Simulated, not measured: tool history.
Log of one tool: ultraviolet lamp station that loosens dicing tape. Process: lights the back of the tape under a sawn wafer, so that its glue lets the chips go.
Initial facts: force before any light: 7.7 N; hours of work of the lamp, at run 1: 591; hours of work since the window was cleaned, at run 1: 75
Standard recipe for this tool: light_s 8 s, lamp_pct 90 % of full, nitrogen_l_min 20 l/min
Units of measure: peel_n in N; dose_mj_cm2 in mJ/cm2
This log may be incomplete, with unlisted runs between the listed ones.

run	day	light_s	lamp_pct	nitrogen_l_min	hours of work of the lamp	hours of work since the window was cleaned	peel_n	dose_mj_cm2
1	0.000	8	90	20	591	75	1.172	313
2	1.217	8	90	20	610	94	1.248	311
# day 1.792: lamp changed
3	3.204	14	90	20	22	124	0.170	749
4	4.433	14	90	20	41	143	0.160	736
5	5.525	14	90	20	58	160	0.172	731
6	7.642	14	90	20	91	193	0.191	715
7	9.396	8	90	20	118	220	0.763	396
8	10.854	8	90	20	141	243	0.809	389
9	12.354	8	90	20	165	267	0.828	378
10	13.717	8	90	20	186	288	0.886	371
11	14.671	8	90	24	201	303	0.860	368
12	16.417	8	90	24	228	330	0.872	357
13	18.492	8	90	24	260	362	0.950	348
14	20.821	8	90	30	297	398	0.927	335
# day 22.492: window cleaned of glue's vapour
15	23.121	8	82	30	332	10	0.870	348
16	24.412	8	82	30	352	30	0.898	336
17	26.400	8	82	30	383	61	0.947	327
18	28.346	8	82	30	414	91	0.996	321
19	30.542	7	90	23	448	126	1.255	303
20	32.796	12	78	14	483	161	0.765	430
21	34.475	7	76	14	509	187	2.067	238

Here are 3 independent what-if runs from the current tool condition. What would each one return?
A	36.229	12	67	14	536	214	?	?
B	36.229	16	93	28	536	214	?	?
C	36.229	8	96	26	536	214	?	?

run	peel_n	dose_mj_cm2
A	1.158	344
B	0.193	643
C	0.986	335
Without the tool's hidden state the same runs would have given:
run	peel_n	dose_mj_cm2
A	0.489	516
B	0.089	961
C	0.399	501
